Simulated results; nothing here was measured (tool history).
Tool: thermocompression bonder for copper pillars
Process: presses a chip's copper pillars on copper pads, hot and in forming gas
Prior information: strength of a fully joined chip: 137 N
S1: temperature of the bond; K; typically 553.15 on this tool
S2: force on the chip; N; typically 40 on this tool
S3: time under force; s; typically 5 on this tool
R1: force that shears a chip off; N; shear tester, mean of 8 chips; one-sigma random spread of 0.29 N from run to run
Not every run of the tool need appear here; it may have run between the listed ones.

{"run": 1, "day": 0.0, "S1": 553.15, "S2": 40, "S3": 5, "R1": 61.9}
{"run": 2, "day": 0.408, "S1": 553.15, "S2": 40, "S3": 5, "R1": 62.1}
{"run": 3, "day": 0.65, "S1": 553.15, "S2": 40, "S3": 5, "R1": 62.2}
{"run": 4, "day": 0.929, "S1": 553.15, "S2": 40, "S3": 12, "R1": 82.9}
{"run": 5, "day": 1.367, "S1": 553.15, "S2": 40, "S3": 12, "R1": 82.6}
{"run": 6, "day": 1.771, "S1": 553.15, "S2": 31, "S3": 12, "R1": 74.8}
{"run": 7, "day": 2.012, "S1": 553.15, "S2": 40, "S3": 5, "R1": 62.0}
{"run": 8, "day": 2.275, "S1": 553.15, "S2": 40, "S3": 5, "R1": 62.0}
{"run": 9, "day": 2.717, "S1": 553.15, "S2": 40, "S3": 5, "R1": 62.3}
{"run": 10, "day": 3.042, "S1": 553.15, "S2": 40, "S3": 5, "R1": 61.8}
{"run": 11, "day": 3.35, "S1": 573.15, "S2": 40, "S3": 5, "R1": 79.9}
{"run": 12, "day": 3.746, "S1": 573.15, "S2": 40, "S3": 5, "R1": 79.7}
{"run": 13, "day": 4.108, "S1": 573.15, "S2": 40, "S3": 5, "R1": 79.4}
{"run": 14, "day": 4.383, "S1": 553.15, "S2": 40, "S3": 5, "R1": 62.1}
{"run": 15, "day": 4.679, "S1": 553.15, "S2": 40, "S3": 4, "R1": 57.0}
{"run": 16, "day": 5.096, "S1": 553.15, "S2": 40, "S3": 5, "R1": 62.0}
{"run": 17, "day": 5.421, "S1": 558.15, "S2": 40, "S3": 5, "R1": 66.7}
{"run": 18, "day": 5.671, "S1": 558.15, "S2": 40, "S3": 5, "R1": 66.5}
{"run": 19, "day": 5.938, "S1": 553.15, "S2": 40, "S3": 5, "R1": 61.8}
{"run": 20, "day": 6.15, "S1": 553.15, "S2": 40, "S3": 5, "R1": 62.1}
{"run": 21, "day": 6.5, "S1": 569.15, "S2": 26, "S3": 6, "R1": 68.4}
{"run": 22, "day": 6.875, "S1": 581.15, "S2": 26, "S3": 7, "R1": 81.4}
{"run": 23, "day": 7.154, "S1": 553.15, "S2": 33, "S3": 5, "R1": 57.3}
{"run": 24, "day": 7.575, "S1": 553.15, "S2": 33, "S3": 5, "R1": 56.7}
{"run": 25, "day": 7.867, "S1": 560.15, "S2": 52, "S3": 5, "R1": 75.0}
{"run": 26, "day": 8.2, "S1": 553.15, "S2": 51, "S3": 5, "R1": 69.0}
{"run": 27, "day": 8.433, "S1": 563.15, "S2": 57, "S3": 8, "R1": 97.8}
{"run": 28, "day": 8.654, "S1": 563.15, "S2": 57, "S3": 8, "R1": 97.8}
{"run": 29, "day": 8.908, "S1": 559.15, "S2": 28, "S3": 11, "R1": 79.3}
{"run": 30, "day": 9.2, "S1": 559.15, "S2": 28, "S3": 11, "R1": 79.5}
{"run": 31, "day": 9.408, "S1": 559.15, "S2": 28, "S3": 11, "R1": 79.7}
{"run": 32, "day": 9.788, "S1": 553.15, "S2": 40, "S3": 5, "R1": 65.9}
{"run": 33, "day": 10.233, "S1": 553.15, "S2": 40, "S3": 5, "R1": 65.3}
{"run": 34, "day": 10.571, "S1": 553.15, "S2": 36, "S3": 6, "R1": 67.1}
{"run": 35, "day": 10.975, "S1": 532.15, "S2": 36, "S3": 15, "R1": 67.9}
{"run": 36, "day": 11.25, "S1": 565.15, "S2": 40, "S3": 5, "R1": 76.6}
{"run": 37, "day": 11.7, "S1": 548.15, "S2": 54, "S3": 12, "R1": 91.6}
{"run": 38, "day": 12.017, "S1": 547.15, "S2": 44, "S3": 9, "R1": 77.1}
{"run": 39, "day": 12.3, "S1": 557.15, "S2": 40, "S3": 14, "R1": 94.7}

Not shown: 1 entry that the log had between the listed runs. Between which runs, and how does the tool's hidden state differ before and after?
Runs 26 to 27: forming gas filter changed (day 8.346)
  oxide that the forming gas leaves, % of the face: 6.29 -> 0.61
  difference, measured minus the result without the unlogged condition, R1: -1.1 -> +3.0 N

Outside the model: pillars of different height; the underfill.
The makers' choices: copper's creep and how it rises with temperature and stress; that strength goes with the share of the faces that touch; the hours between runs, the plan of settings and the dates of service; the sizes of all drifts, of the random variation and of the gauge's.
